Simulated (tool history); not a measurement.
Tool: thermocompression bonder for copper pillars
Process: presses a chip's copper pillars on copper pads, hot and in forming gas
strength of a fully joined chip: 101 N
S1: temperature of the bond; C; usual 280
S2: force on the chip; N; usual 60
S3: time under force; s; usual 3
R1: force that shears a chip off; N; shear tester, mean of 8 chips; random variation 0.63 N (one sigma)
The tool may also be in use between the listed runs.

run    hour   S1  S2  S3    R1
  1     0.0  280  60   3  40.4
  2    26.1  280  60   3  39.8
  3    66.6  280  60   3  40.2
  4   106.1  280  60   3  41.1
  5   137.9  280  60   3  40.5
  6   182.3  280  60   2  33.8
  7   229.7  280  60   3  40.7
  8   272.0  280  60   3  38.9
  9   308.9  305  60   3  57.0
 10   342.2  280  84   3  56.6
 11   391.3  274  60   3  36.7
 12   426.8  274  60   3  36.6
 13   473.5  274  60   3  35.6
 14   513.6  274  60   3  35.9
 15   552.8  276  60   3  37.8
 16   597.2  276  60   3  37.9
      637.3  -- forming gas filter changed
 17   640.5  276  60   3  42.1
 18   662.1  276  60   3  40.7
 19   695.4  280  60   3  43.0
 20   720.0  280  60   3  44.3
 21   772.7  303  47   3  46.2
 22   824.0  280  54   3  38.4
 23   876.4  308  45   3  47.3
 24   914.3  293  41   2  29.3
 25   966.1  293  41   2  29.2
 26   988.5  293  41   2  29.5
 27  1040.6  267  82   2  43.5
 28  1075.6  265  65   2  32.9
 29  1121.2  279  65   2  41.0
 30  1168.1  280  51   3  36.8
 31  1204.0  298  57   4  56.6
 32  1249.8  258  57   3  28.8
     1262.7  -- heater calibrated with a thermocouple chip
 33  1284.9  265  84   4  49.1
 34  1323.3  300  44   2  29.6
 35  1362.2  280  39   2  19.8
 36  1390.1  280  39   2  17.5
 37  1437.5  280  48   2  25.2
     1472.8  -- forming gas filter changed
 38  1481.2  280  82   5  66.4
 39  1524.0  309  54   5  64.3

Forecast each of these 4 alternatives for the next run:
  A  1553.3  298  37   3   ?
  B  1553.3  276  60   7   ?
  C  1553.3  280  75   5   ?
  D  1553.3  255  83   6   ?

run    R1
  A  31.7
  B  52.7
  C  59.8
  D  50.3
Without the tool's hidden state the same runs would have given:
run    R1
  A  29.5
  B  49.6
  C  56.7
  D  47.2

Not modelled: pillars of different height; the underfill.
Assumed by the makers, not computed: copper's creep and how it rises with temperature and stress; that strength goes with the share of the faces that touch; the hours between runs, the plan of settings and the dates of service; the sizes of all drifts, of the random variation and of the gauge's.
